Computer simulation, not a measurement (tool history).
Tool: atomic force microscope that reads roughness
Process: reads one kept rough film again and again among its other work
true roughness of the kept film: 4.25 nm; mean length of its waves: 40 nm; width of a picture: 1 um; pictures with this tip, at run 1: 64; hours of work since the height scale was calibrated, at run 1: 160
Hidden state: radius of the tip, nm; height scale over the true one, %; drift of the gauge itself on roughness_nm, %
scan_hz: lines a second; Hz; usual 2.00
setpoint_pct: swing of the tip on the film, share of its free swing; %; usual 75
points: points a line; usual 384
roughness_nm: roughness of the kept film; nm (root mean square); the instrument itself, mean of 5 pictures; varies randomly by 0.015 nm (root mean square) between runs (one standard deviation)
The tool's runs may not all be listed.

| run | hour | scan_hz | setpoint_pct | points | pictures with this tip | hours of work since the height scale was calibrated | roughness_nm |
|---|---|---|---|---|---|---|---|
| 1 | 0.0 | 2.00 | 75 | 384 | 64 | 160 | 3.252 |
|  | 11.4 | new tip fitted |
| 2 | 11.4 | 2.00 | 75 | 384 | 0 | 166 | 3.634 |
| 3 | 21.6 | 2.00 | 75 | 384 | 13 | 172 | 3.551 |
| 4 | 26.8 | 2.00 | 63 | 384 | 21 | 175 | 3.690 |
| 5 | 37.5 | 2.00 | 63 | 384 | 35 | 182 | 3.579 |
| 6 | 47.9 | 2.00 | 75 | 384 | 49 | 188 | 3.345 |
| 7 | 53.2 | 0.79 | 75 | 384 | 56 | 191 | 3.514 |
| 8 | 63.9 | 0.79 | 75 | 887 | 71 | 197 | 3.457 |
| 9 | 69.4 | 0.79 | 75 | 887 | 78 | 201 | 3.443 |
|  | 70.9 | new tip fitted |
| 10 | 74.8 | 0.79 | 75 | 887 | 6 | 204 | 3.826 |
| 11 | 83.7 | 0.60 | 75 | 887 | 18 | 209 | 3.782 |
| 12 | 93.6 | 1.90 | 77 | 674 | 31 | 215 | 3.408 |
| 13 | 101.1 | 1.90 | 77 | 674 | 41 | 219 | 3.376 |
|  | 103.1 | height scale calibrated on a step standard |
| 14 | 108.4 | 1.90 | 77 | 674 | 50 | 3 | 3.324 |
| 15 | 117.7 | 1.08 | 82 | 674 | 62 | 9 | 3.366 |
| 16 | 123.2 | 1.08 | 82 | 674 | 70 | 12 | 3.324 |
|  | 130.3 | new tip fitted |
| 17 | 131.3 | 2.00 | 79 | 358 | 1 | 16 | 3.503 |
| 18 | 137.3 | 2.00 | 65 | 279 | 9 | 20 | 3.718 |
| 19 | 145.5 | 2.00 | 65 | 279 | 20 | 25 | 3.644 |
| 20 | 156.8 | 3.86 | 76 | 824 | 35 | 32 | 3.093 |
| 21 | 163.3 | 3.86 | 76 | 824 | 44 | 36 | 3.049 |

Measured result minus the same run's result without the hidden state. Both carry the same run-to-run variation, though not necessarily the same gauge scatter:
| run | roughness_nm |
|---|---|
| 1 | -0.365 |
| 2 | -0.005 |
| 3 | -0.079 |
| 4 | -0.125 |
| 5 | -0.211 |
| 6 | -0.272 |
| 7 | -0.326 |
| 8 | -0.396 |
| 9 | -0.433 |
| 10 | -0.041 |
| 11 | -0.115 |
| 12 | -0.180 |
| 13 | -0.233 |
| 14 | -0.276 |
| 15 | -0.347 |
| 16 | -0.382 |
| 17 | -0.013 |
| 18 | -0.061 |
| 19 | -0.130 |
| 20 | -0.183 |
| 21 | -0.220 |
